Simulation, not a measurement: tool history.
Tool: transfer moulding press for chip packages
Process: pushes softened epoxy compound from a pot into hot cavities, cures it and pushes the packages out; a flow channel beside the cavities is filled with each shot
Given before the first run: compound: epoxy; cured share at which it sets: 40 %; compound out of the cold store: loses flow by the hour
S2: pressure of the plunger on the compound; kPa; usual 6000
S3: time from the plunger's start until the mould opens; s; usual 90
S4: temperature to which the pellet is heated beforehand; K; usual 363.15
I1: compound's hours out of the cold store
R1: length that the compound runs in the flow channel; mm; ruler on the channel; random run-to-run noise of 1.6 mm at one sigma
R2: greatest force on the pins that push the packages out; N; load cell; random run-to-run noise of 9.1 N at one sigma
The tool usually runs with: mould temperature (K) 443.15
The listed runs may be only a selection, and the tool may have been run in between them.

run 1 day=0 | mould_temperature_(K)=443.15 S2=6000 S3=90 S4=363.15 | I1=42 | R1=528 R2=854
-- day=0.738 cavities cleaned with cleaning compound and waxed
run 2 day=0.946 | mould_temperature_(K)=443.15 S2=6000 S3=90 S4=363.15 | I1=35.4 | R1=537 R2=1088
run 3 day=1.842 | mould_temperature_(K)=443.15 S2=6000 S3=90 S4=363.15 | I1=15 | R1=566 R2=1090
run 4 day=3.067 | mould_temperature_(K)=443.15 S2=6000 S3=90 S4=368.15 | I1=23.2 | R1=551 R2=946
run 5 day=3.667 | mould_temperature_(K)=443.15 S2=6000 S3=90 S4=363.15 | I1=41.4 | R1=519 R2=948
-- day=4.221 cavities cleaned with cleaning compound and waxed
run 6 day=4.408 | mould_temperature_(K)=443.15 S2=5770 S3=90 S4=363.15 | I1=21.3 | R1=541 R2=507
run 7 day=5.554 | mould_temperature_(K)=443.15 S2=5770 S3=90 S4=363.15 | I1=41.4 | R1=505 R2=738
-- day=6.217 cavities cleaned with cleaning compound and waxed, once more
run 8 day=6.792 | mould_temperature_(K)=443.15 S2=6000 S3=95 S4=363.15 | I1=45.8 | R1=508 R2=539
run 9 day=7.738 | mould_temperature_(K)=443.15 S2=7290 S3=90 S4=364.15 | I1=34 | R1=577 R2=765
run 10 day=8.362 | mould_temperature_(K)=443.15 S2=6920 S3=90 S4=363.15 | I1=17.4 | R1=589 R2=921
-- day=8.579 plunger's sealing rings changed
run 11 day=9.412 | mould_temperature_(K)=443.15 S2=6920 S3=90 S4=355.15 | I1=24 | R1=610 R2=942
-- day=9.838 mould's thermocouples calibrated
-- day=9.9 cavities cleaned with cleaning compound and waxed
run 12 day=10.762 | mould_temperature_(K)=443.15 S2=6000 S3=80 S4=363.15 | I1=46.2 | R1=530 R2=838
run 13 day=11.471 | mould_temperature_(K)=443.15 S2=4520 S3=80 S4=363.15 | I1=17 | R1=499 R2=1046
run 14 day=12.017 | mould_temperature_(K)=448.15 S2=4520 S3=70 S4=369.15 | I1=15.4 | R1=488 R2=1040
run 15 day=12.646 | mould_temperature_(K)=448.15 S2=4520 S3=70 S4=369.15 | I1=27.2 | R1=471 R2=1053

What does the tool deliver on the next run?
-- day=13.388 cavities cleaned with cleaning compound and waxed
run 16 day=13.692 | mould_temperature_(K)=440.15 S2=7200 S3=129 S4=362.15 | I1=35.8 | R1=? R2=?

R1: 597 mm
R2: 336 N
Without the tool's hidden state the same run would have given R1 610 mm, R2 258 N.
